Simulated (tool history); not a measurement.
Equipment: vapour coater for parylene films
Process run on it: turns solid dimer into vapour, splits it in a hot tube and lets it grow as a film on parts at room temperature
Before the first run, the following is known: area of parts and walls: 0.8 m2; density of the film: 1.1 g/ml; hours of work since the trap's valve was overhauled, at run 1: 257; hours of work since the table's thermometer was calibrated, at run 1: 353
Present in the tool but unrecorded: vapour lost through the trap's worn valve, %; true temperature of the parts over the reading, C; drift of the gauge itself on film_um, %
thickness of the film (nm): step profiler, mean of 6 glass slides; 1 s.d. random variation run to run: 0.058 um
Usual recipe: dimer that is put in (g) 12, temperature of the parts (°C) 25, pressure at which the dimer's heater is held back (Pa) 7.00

run   hour  dimer that is put in (g)  temperature of the parts (°C)  pressure at which the dimer's heater is held back (Pa)  hours of work since the trap's valve was overhauled  hours of work since the table's thermometer was calibrated  thickness of the film (nm)
  1    0.0                        12                             25                                                    7.00                                                  257                                                         353                        6210
  2   19.4                        12                             25                                                    7.00                                                  274                                                         369                        6200
  3   58.1                        12                             25                                                    7.00                                                  307                                                         402                        6140
  4   78.2                        12                             25                                                    7.00                                                  324                                                         419                        6080
  5  112.9                        12                             25                                                    7.00                                                  354                                                         449                        6150
  6  148.8                        12                             20                                                    7.00                                                  384                                                         480                        7580
  7  180.2                        12                             20                                                    7.00                                                  411                                                         507                        7530
  8  219.3                        12                             20                                                    7.00                                                  445                                                         540                        7330
  9  256.9                        12                             20                                                    7.00                                                  477                                                         572                        7310
 10  273.2                        12                             25                                                    2.94                                                  491                                                         586                        7260
 11  305.0                        12                             17                                                    7.00                                                  518                                                         613                        8360
     317.1  -- trap's valve overhauled
 12  334.9                        12                             17                                                    7.00                                                   15                                                         635                        9690
 13  362.6                        12                             17                                                    7.00                                                   39                                                         659                        9730

Run 14, settings as shown, results not yet in. Your forecast:
 14  382.3                        12                             25                                                    2.44                                                   56                                                         676                           ?

Logged for run 14: thickness of the film (nm) 8830.
Had the tool carried no hidden state, the very same run would have given thickness of the film (nm) 8820.
